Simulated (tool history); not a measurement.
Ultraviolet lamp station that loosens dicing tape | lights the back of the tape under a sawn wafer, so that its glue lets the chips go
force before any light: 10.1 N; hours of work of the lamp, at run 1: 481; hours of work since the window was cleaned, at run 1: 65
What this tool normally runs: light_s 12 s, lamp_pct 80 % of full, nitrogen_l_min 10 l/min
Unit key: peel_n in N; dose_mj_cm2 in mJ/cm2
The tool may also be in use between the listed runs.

run   hour  light_s  lamp_pct  nitrogen_l_min  hours of work of the lamp  hours of work since the window was cleaned  peel_n  dose_mj_cm2
  1    0.0       12        80              10                        481                                          65   1.338          276
  2    8.4       12        80              10                        487                                          72   1.405          279
  3   22.0       12        80               6                        497                                          82   1.859          277
  4   33.0       23        80              10                        505                                          90   0.389          527
  5   46.6       23        80              10                        515                                         100   0.381          522
  6   61.9       23        80              10                        526                                         111   0.388          525
  7   69.1       23        80              10                        532                                         116   0.388          533
  8   81.2       23        80              10                        541                                         125   0.385          516
  9   90.8       23        80              10                        548                                         132   0.383          522
 10   99.2       23        80              10                        554                                         138   0.395          518
 11  112.7       23        80              10                        564                                         148   0.410          509
 12  123.4       23        80              10                        572                                         156   0.390          520
 13  130.9       23        66              10                        577                                         161   0.576          428
 14  146.5        7        67              10                        588                                         173   3.663          127
 15  158.7        7        67              10                        597                                         182   3.722          130
 16  165.6       22        98               8                        602                                         187   0.362          595
 17  175.3       12        92               5                        610                                         194   1.810          300
 18  186.6       12        92               5                        618                                         202   1.749          299
 19  198.3       11        90               5                        626                                         211   2.144          266
 20  212.9       12        78              14                        637                                         222   1.275          254
 21  226.0       12        78              14                        647                                         231   1.334          254
 22  235.5        9        78               5                        654                                         238   3.224          189

Had the tool no unlogged condition, and each run kept its random variation, what would the results have been?
Hidden state present: lamp's light, % of a new lamp's; light that the window lets through, % of a clean one's; drift of the gauge itself on peel_n, %; drift of the gauge itself on dose_mj_cm2, %.
run  peel_n  dose_mj_cm2
  1   1.071          311
  2   1.119          314
  3   1.510          313
  4   0.318          600
  5   0.310          597
  6   0.312          603
  7   0.309          613
  8   0.307          596
  9   0.303          604
 10   0.312          601
 11   0.321          593
 12   0.302          608
 13   0.419          502
 14   3.088          150
 15   3.126          154
 16   0.287          706
 17   1.340          357
 18   1.288          358
 19   1.607          319
 20   0.887          306
 21   0.920          307
 22   2.569          230
